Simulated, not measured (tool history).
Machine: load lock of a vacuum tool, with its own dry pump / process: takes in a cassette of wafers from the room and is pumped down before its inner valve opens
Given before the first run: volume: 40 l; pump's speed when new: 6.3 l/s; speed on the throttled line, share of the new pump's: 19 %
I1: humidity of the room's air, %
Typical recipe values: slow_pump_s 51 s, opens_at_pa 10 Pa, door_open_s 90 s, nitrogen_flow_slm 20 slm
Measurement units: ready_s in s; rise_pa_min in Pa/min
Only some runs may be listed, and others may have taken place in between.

Run 1, day 0: usual settings; I1 47.1. Result: ready_s 103.5 s, rise_pa_min 0.09 Pa/min.
Run 2, day 5.725: usual settings; I1 43.3. Result: ready_s 103.1 s, rise_pa_min 0.082 Pa/min.
Run 3, day 12.483: usual settings but nitrogen_flow_slm 32 slm; I1 44.8. Result: ready_s 103.3 s, rise_pa_min 0.077 Pa/min.
Run 4, day 18.112: usual settings but nitrogen_flow_slm 32 slm; I1 45.4. Result: ready_s 104.2 s, rise_pa_min 0.074 Pa/min.
Run 5, day 26.829: usual settings but nitrogen_flow_slm 21 slm; I1 42.4. Result: ready_s 103.6 s, rise_pa_min 0.088 Pa/min.
Run 6, day 35.3: usual settings but nitrogen_flow_slm 21 slm; I1 47.4. Result: ready_s 104.5 s, rise_pa_min 0.09 Pa/min.
Run 7, day 39.442: usual settings but nitrogen_flow_slm 21 slm; I1 41.8. Result: ready_s 103.4 s, rise_pa_min 0.084 Pa/min.
Run 8, day 46.342: usual settings but door_open_s 70 s, nitrogen_flow_slm 6 slm; I1 43.7. Result: ready_s 105.7 s, rise_pa_min 0.101 Pa/min.
Run 9, day 53.971: usual settings but door_open_s 70 s, nitrogen_flow_slm 6 slm; I1 46.2. Result: ready_s 102.9 s, rise_pa_min 0.104 Pa/min.

The next listed run, before its measurement:
Run 10, day 58.746: usual settings but slow_pump_s 32 s, opens_at_pa 8 Pa; I1 43.5. Result: ready_s ?, rise_pa_min ?.

For run 10 the tool returned ready_s 91.3 s, rise_pa_min 0.099 Pa/min.
Had the tool carried no hidden state, the very same run would have given ready_s 87.1 s, rise_pa_min 0.064 Pa/min.
